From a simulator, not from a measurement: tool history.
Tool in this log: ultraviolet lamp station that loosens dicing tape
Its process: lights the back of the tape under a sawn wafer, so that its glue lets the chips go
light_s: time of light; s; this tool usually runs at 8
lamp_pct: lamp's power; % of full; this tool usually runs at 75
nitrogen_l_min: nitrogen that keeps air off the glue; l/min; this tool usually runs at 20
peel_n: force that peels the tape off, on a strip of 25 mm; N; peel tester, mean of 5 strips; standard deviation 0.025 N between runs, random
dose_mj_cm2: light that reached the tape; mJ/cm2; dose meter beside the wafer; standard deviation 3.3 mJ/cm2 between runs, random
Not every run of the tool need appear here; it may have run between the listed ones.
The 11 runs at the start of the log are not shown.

run 12 hour=741.0 | light_s=8 lamp_pct=75 nitrogen_l_min=20 | peel_n=1.584 dose_mj_cm2=465
run 13 hour=789.8 | light_s=8 lamp_pct=75 nitrogen_l_min=20 | peel_n=1.638 dose_mj_cm2=456
run 14 hour=832.3 | light_s=8 lamp_pct=75 nitrogen_l_min=16 | peel_n=1.940 dose_mj_cm2=452
run 15 hour=892.4 | light_s=8 lamp_pct=75 nitrogen_l_min=16 | peel_n=1.956 dose_mj_cm2=445
run 16 hour=975.5 | light_s=8 lamp_pct=75 nitrogen_l_min=16 | peel_n=2.105 dose_mj_cm2=429
run 17 hour=1040.9 | light_s=8 lamp_pct=75 nitrogen_l_min=16 | peel_n=2.107 dose_mj_cm2=418
run 18 hour=1123.6 | light_s=8 lamp_pct=75 nitrogen_l_min=16 | peel_n=2.291 dose_mj_cm2=402
run 19 hour=1200.5 | light_s=7 lamp_pct=75 nitrogen_l_min=26 | peel_n=2.295 dose_mj_cm2=346
run 20 hour=1286.7 | light_s=7 lamp_pct=81 nitrogen_l_min=7 | peel_n=3.924 dose_mj_cm2=358
-- hour=1332.0 window cleaned of glue's vapour
run 21 hour=1377.9 | light_s=7 lamp_pct=70 nitrogen_l_min=7 | peel_n=3.803 dose_mj_cm2=365
run 22 hour=1448.8 | light_s=11 lamp_pct=75 nitrogen_l_min=26 | peel_n=0.801 dose_mj_cm2=587
run 23 hour=1491.1 | light_s=15 lamp_pct=75 nitrogen_l_min=7 | peel_n=1.219 dose_mj_cm2=797
run 24 hour=1570.1 | light_s=7 lamp_pct=75 nitrogen_l_min=10 | peel_n=3.325 dose_mj_cm2=361
run 25 hour=1642.4 | light_s=11 lamp_pct=75 nitrogen_l_min=23 | peel_n=1.007 dose_mj_cm2=545
run 26 hour=1701.2 | light_s=8 lamp_pct=95 nitrogen_l_min=7 | peel_n=2.640 dose_mj_cm2=490
run 27 hour=1781.5 | light_s=8 lamp_pct=63 nitrogen_l_min=15 | peel_n=3.306 dose_mj_cm2=322
run 28 hour=1844.5 | light_s=8 lamp_pct=99 nitrogen_l_min=24 | peel_n=1.261 dose_mj_cm2=493
run 29 hour=1892.1 | light_s=9 lamp_pct=63 nitrogen_l_min=12 | peel_n=3.335 dose_mj_cm2=345
run 30 hour=1931.2 | light_s=9 lamp_pct=63 nitrogen_l_min=12 | peel_n=3.270 dose_mj_cm2=336
run 31 hour=1977.4 | light_s=15 lamp_pct=79 nitrogen_l_min=31 | peel_n=0.462 dose_mj_cm2=690
run 32 hour=2037.9 | light_s=15 lamp_pct=79 nitrogen_l_min=11 | peel_n=1.155 dose_mj_cm2=671
run 33 hour=2083.7 | light_s=9 lamp_pct=83 nitrogen_l_min=39 | peel_n=1.357 dose_mj_cm2=415

5 options for the next run, each taken on its own from the tool as it stands now. Forecast them:
-- hour=2114.7 window cleaned of glue's vapour
run A hour=2145.6 | light_s=9 lamp_pct=75 nitrogen_l_min=6 | peel_n=? dose_mj_cm2=?
-- hour=2114.7 window cleaned of glue's vapour
run B hour=2145.6 | light_s=7 lamp_pct=64 nitrogen_l_min=13 | peel_n=? dose_mj_cm2=?
-- hour=2114.7 window cleaned of glue's vapour
run C hour=2145.6 | light_s=6 lamp_pct=87 nitrogen_l_min=19 | peel_n=? dose_mj_cm2=?
-- hour=2114.7 window cleaned of glue's vapour
run D hour=2145.6 | light_s=8 lamp_pct=83 nitrogen_l_min=14 | peel_n=? dose_mj_cm2=?
-- hour=2114.7 window cleaned of glue's vapour
run E hour=2145.6 | light_s=6 lamp_pct=83 nitrogen_l_min=39 | peel_n=? dose_mj_cm2=?

run=A peel_n=3.362 dose_mj_cm2=441
run=B peel_n=3.733 dose_mj_cm2=297
run=C peel_n=2.669 dose_mj_cm2=340
run=D peel_n=2.270 dose_mj_cm2=431
run=E peel_n=2.152 dose_mj_cm2=323
The same runs, with their run-to-run variation unchanged, on a tool lacking any hidden condition would have given:
run=A peel_n=2.241 dose_mj_cm2=596
run=B peel_n=2.602 dose_mj_cm2=400
run=C peel_n=1.662 dose_mj_cm2=458
run=D peel_n=1.327 dose_mj_cm2=582
run=E peel_n=1.241 dose_mj_cm2=436

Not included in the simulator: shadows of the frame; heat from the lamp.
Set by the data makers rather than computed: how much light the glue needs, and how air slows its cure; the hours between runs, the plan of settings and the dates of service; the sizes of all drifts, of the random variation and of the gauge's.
